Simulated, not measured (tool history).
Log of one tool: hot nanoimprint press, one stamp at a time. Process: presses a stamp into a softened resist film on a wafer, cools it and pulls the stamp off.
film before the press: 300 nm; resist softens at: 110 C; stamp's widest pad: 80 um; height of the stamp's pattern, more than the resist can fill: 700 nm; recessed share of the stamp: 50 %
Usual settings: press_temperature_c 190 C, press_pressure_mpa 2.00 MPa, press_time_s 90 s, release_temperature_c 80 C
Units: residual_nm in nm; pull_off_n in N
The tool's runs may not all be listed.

run,hour,press_temperature_c,press_pressure_mpa,press_time_s,release_temperature_c,residual_nm,pull_off_n
1,0.0,190,2.00,90,80,130.7,204
2,95.5,190,2.00,90,80,133.3,222
# hour 160.4: plate thermocouple calibrated
3,187.7,190,2.00,62,80,144.6,233
4,283.0,190,2.00,128,80,109.6,257
5,378.4,190,2.00,128,80,111.5,261
6,426.6,190,2.00,128,80,112.0,268
7,504.2,190,3.14,90,80,106.5,294
8,567.6,190,1.83,90,80,136.2,308
9,653.8,190,1.83,90,80,136.9,313
10,698.7,190,1.83,90,80,139.0,337
11,742.5,190,2.00,90,71,133.2,368
12,786.2,190,1.33,90,80,157.6,344
13,841.8,190,1.33,90,80,158.9,361
# hour 881.6: plate thermocouple calibrated
14,919.1,190,1.33,90,80,152.3,376
15,1014.8,190,1.33,90,80,153.0,403
# hour 1047.1: stamp cleaned and given a new release coat
16,1090.7,187,1.44,90,80,166.6,207
17,1178.5,200,2.00,90,72,86.4,240
18,1271.4,200,2.39,90,81,80.7,230
19,1338.1,200,2.39,90,81,81.1,260
20,1381.7,201,2.39,151,81,61.9,260
21,1461.4,190,2.05,125,80,116.7,273
22,1539.4,190,2.00,90,82,135.9,293
# hour 1608.3: plate thermocouple calibrated
23,1630.6,190,2.22,72,82,133.1,305
24,1699.3,190,2.22,72,82,134.0,313
25,1778.8,190,2.22,72,82,134.8,335
26,1839.9,190,1.60,72,74,154.6,363
27,1880.8,184,2.00,90,80,166.9,347
28,1944.9,183,2.29,167,84,133.1,338

Forecast each of these 3 alternatives for the next run:
A,2007.5,193,2.54,104,84,?,?
B,2007.5,201,2.29,167,84,?,?
C,2007.5,183,1.42,167,84,?,?

run,residual_nm,pull_off_n
A,99.3,368
B,60.4,374
C,161.3,371
Without the tool's hidden state the same runs would have given:
run,residual_nm,pull_off_n
A,92.7,194
B,56.6,198
C,153.4,196
